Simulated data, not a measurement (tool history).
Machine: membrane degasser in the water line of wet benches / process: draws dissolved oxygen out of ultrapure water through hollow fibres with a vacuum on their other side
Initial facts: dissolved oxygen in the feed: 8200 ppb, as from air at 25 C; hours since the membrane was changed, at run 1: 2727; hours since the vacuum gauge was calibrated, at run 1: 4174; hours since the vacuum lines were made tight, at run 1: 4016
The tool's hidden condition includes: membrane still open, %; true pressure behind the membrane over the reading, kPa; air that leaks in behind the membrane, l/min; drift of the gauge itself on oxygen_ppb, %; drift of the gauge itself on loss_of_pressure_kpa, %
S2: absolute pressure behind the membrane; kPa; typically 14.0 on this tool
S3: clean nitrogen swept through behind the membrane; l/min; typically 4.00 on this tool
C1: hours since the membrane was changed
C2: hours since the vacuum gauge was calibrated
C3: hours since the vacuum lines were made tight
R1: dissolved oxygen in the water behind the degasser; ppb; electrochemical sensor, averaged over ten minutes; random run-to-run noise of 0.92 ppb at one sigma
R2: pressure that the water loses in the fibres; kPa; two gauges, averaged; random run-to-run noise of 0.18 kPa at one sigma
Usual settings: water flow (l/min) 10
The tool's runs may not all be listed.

run 1 hour=0.0 | water_flow_(l/min)=10 S2=14.0 S3=4.00 | C1=2727 C2=4174 C3=4016 | R1=90.0 R2=32.26
run 2 hour=113.6 | water_flow_(l/min)=13 S2=14.0 S3=4.00 | C1=2841 C2=4287 C3=4130 | R1=148.5 R2=41.98
run 3 hour=266.2 | water_flow_(l/min)=10 S2=14.0 S3=2.23 | C1=2993 C2=4440 C3=4282 | R1=141.8 R2=32.70
run 4 hour=387.9 | water_flow_(l/min)=10 S2=14.0 S3=2.23 | C1=3115 C2=4561 C3=4404 | R1=141.9 R2=32.24
run 5 hour=489.7 | water_flow_(l/min)=10 S2=14.0 S3=2.23 | C1=3217 C2=4663 C3=4506 | R1=143.6 R2=32.19
run 6 hour=570.8 | water_flow_(l/min)=10 S2=14.0 S3=2.23 | C1=3298 C2=4744 C3=4587 | R1=142.3 R2=31.96
run 7 hour=635.3 | water_flow_(l/min)=10 S2=14.0 S3=4.00 | C1=3362 C2=4809 C3=4652 | R1=89.8 R2=32.55
run 8 hour=712.0 | water_flow_(l/min)=10 S2=10.0 S3=4.00 | C1=3439 C2=4886 C3=4728 | R1=64.4 R2=32.40
run 9 hour=822.4 | water_flow_(l/min)=10 S2=10.0 S3=4.00 | C1=3549 C2=4996 C3=4839 | R1=64.7 R2=32.36
run 10 hour=932.9 | water_flow_(l/min)=10 S2=10.0 S3=4.00 | C1=3660 C2=5106 C3=4949 | R1=65.9 R2=32.77
-- hour=946.5 vacuum gauge calibrated
run 11 hour=1057.0 | water_flow_(l/min)=7 S2=14.0 S3=4.00 | C1=3783 C2=110 C3=5073 | R1=53.1 R2=22.95
run 12 hour=1158.5 | water_flow_(l/min)=7 S2=14.0 S3=4.00 | C1=3885 C2=212 C3=5174 | R1=52.4 R2=22.66
run 13 hour=1311.3 | water_flow_(l/min)=10 S2=14.0 S3=4.00 | C1=4038 C2=365 C3=5327 | R1=91.9 R2=32.36
-- hour=1411.0 vacuum gauge calibrated, once more
run 14 hour=1411.0 | water_flow_(l/min)=9 S2=14.0 S3=4.00 | C1=4137 C2=0 C3=5426 | R1=76.3 R2=28.86
run 15 hour=1496.0 | water_flow_(l/min)=10 S2=14.0 S3=4.00 | C1=4222 C2=85 C3=5511 | R1=89.4 R2=32.09
run 16 hour=1588.9 | water_flow_(l/min)=10 S2=14.0 S3=2.26 | C1=4315 C2=178 C3=5604 | R1=141.2 R2=32.32
run 17 hour=1693.0 | water_flow_(l/min)=10 S2=14.0 S3=2.26 | C1=4419 C2=282 C3=5708 | R1=142.5 R2=32.33
run 18 hour=1776.9 | water_flow_(l/min)=10 S2=14.0 S3=2.26 | C1=4503 C2=366 C3=5792 | R1=140.4 R2=32.30
run 19 hour=1870.0 | water_flow_(l/min)=6 S2=14.0 S3=2.69 | C1=4596 C2=459 C3=5885 | R1=65.2 R2=19.83
run 20 hour=2018.8 | water_flow_(l/min)=10 S2=13.2 S3=2.69 | C1=4745 C2=608 C3=6034 | R1=116.2 R2=32.58
run 21 hour=2165.8 | water_flow_(l/min)=10 S2=12.7 S3=5.70 | C1=4892 C2=755 C3=6181 | R1=67.7 R2=32.58
run 22 hour=2252.7 | water_flow_(l/min)=10 S2=12.9 S3=11.72 | C1=4979 C2=842 C3=6268 | R1=44.9 R2=32.33
run 23 hour=2345.6 | water_flow_(l/min)=10 S2=9.6 S3=4.00 | C1=5072 C2=935 C3=6361 | R1=64.4 R2=32.93
run 24 hour=2482.4 | water_flow_(l/min)=11 S2=26.5 S3=4.83 | C1=5208 C2=1071 C3=6498 | R1=167.3 R2=35.87
run 25 hour=2635.4 | water_flow_(l/min)=11 S2=26.5 S3=4.83 | C1=5361 C2=1224 C3=6651 | R1=166.5 R2=35.86
run 26 hour=2731.0 | water_flow_(l/min)=15 S2=11.5 S3=3.46 | C1=5457 C2=1320 C3=6746 | R1=197.2 R2=48.88
run 27 hour=2844.0 | water_flow_(l/min)=15 S2=11.5 S3=2.01 | C1=5570 C2=1433 C3=6859 | R1=256.7 R2=49.00
run 28 hour=2972.2 | water_flow_(l/min)=9 S2=26.6 S3=4.44 | C1=5698 C2=1561 C3=6987 | R1=134.3 R2=29.48
run 29 hour=3092.5 | water_flow_(l/min)=13 S2=30.7 S3=2.06 | C1=5818 C2=1682 C3=7108 | R1=474.0 R2=42.64
-- hour=3157.5 seals of the vacuum lines changed
run 30 hour=3218.8 | water_flow_(l/min)=13 S2=30.7 S3=2.06 | C1=5943 C2=1806 C3=61 | R1=461.7 R2=42.30
run 31 hour=3331.1 | water_flow_(l/min)=11 S2=14.0 S3=9.98 | C1=6055 C2=1918 C3=174 | R1=64.7 R2=36.08

For each entry between runs, how does the tool's hidden state at the last listed run before it compare with that at the first listed run after it?
From run 10 to run 11: vacuum gauge calibrated (hour 946.5)
  membrane still open, %: 98.6 -> 98.5; true pressure behind the membrane over the reading, kPa: 0.02 -> 0.03; air that leaks in behind the membrane, l/min: 0.0098 -> 0.01
  what was measured, less what the result would be without the hidden state, R1: +3.0 -> +2.2 ppb; R2: +0.46 -> +0.34 kPa
From run 13 to run 14: vacuum gauge calibrated, once more (hour 1411.0)
  air that leaks in behind the membrane, l/min: 0.0104 -> 0.0106
  what was measured, less what the result would be without the hidden state, R1: +3.9 -> +3.4 ppb; R2: +0.51 -> +0.47 kPa
From run 29 to run 30: seals of the vacuum lines changed (hour 3157.5)
  membrane still open, %: 97.8 -> 97.7; air that leaks in behind the membrane, l/min: 0.0136 -> 0.0013
  what was measured, less what the result would be without the hidden state, R1: +16.9 -> +6.7 ppb; R2: +0.95 -> +0.97 kPa
